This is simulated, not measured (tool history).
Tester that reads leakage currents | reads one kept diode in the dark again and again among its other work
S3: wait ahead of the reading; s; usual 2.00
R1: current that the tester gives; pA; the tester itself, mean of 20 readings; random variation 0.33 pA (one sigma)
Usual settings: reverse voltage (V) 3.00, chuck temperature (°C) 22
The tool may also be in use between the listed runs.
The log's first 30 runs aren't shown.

Run 31, hour 4687.7: usual settings but reverse voltage (V) 2.44, chuck temperature (°C) 52, S3 0.73 s. Result: R1 877.58 pA.
Run 32, hour 4821.1: usual settings but reverse voltage (V) 18.09, chuck temperature (°C) 33, S3 0.98 s. Result: R1 713.38 pA.
Run 33, hour 4965.7: usual settings but reverse voltage (V) 2.00, chuck temperature (°C) 45, S3 4.42 s. Result: R1 480.14 pA.
Run 34, hour 5129.1: usual settings but reverse voltage (V) 19.17, chuck temperature (°C) 45, S3 4.26 s. Result: R1 1726.94 pA.
Run 35, hour 5289.3: usual settings but reverse voltage (V) 8.02, chuck temperature (°C) 26, S3 4.26 s. Result: R1 259.07 pA.
Run 36, hour 5423.1: usual settings but reverse voltage (V) 8.02, chuck temperature (°C) 26, S3 2.88 s. Result: R1 256.58 pA.
Run 37, hour 5516.8: usual settings but reverse voltage (V) 8.02, chuck temperature (°C) 26, S3 2.88 s. Result: R1 257.13 pA.
At hour 5675.1: probe card cleaned and baked.
Run 38, hour 5730.5: usual settings but reverse voltage (V) 12.64, chuck temperature (°C) 40, S3 4.42 s. Result: R1 905.86 pA.

3 ways to go on from here, each from the tool as it stands after run 38. What would each give?
Run A, hour 5946.5: usual settings but reverse voltage (V) 1.56, chuck temperature (°C) 30, S3 6.02 s. Result: R1 ?.
Run B, hour 5946.5: usual settings but reverse voltage (V) 3.75, chuck temperature (°C) 55, S3 0.71 s. Result: R1 ?.
Run C, hour 5946.5: usual settings but reverse voltage (V) 19.16, chuck temperature (°C) 56, S3 0.42 s. Result: R1 ?.

run       R1
  A   129.35
  B  1315.58
  C  3506.59
Without the tool's hidden state the same runs would have given:
run       R1
  A   145.30
  B  1456.52
  C  3878.20
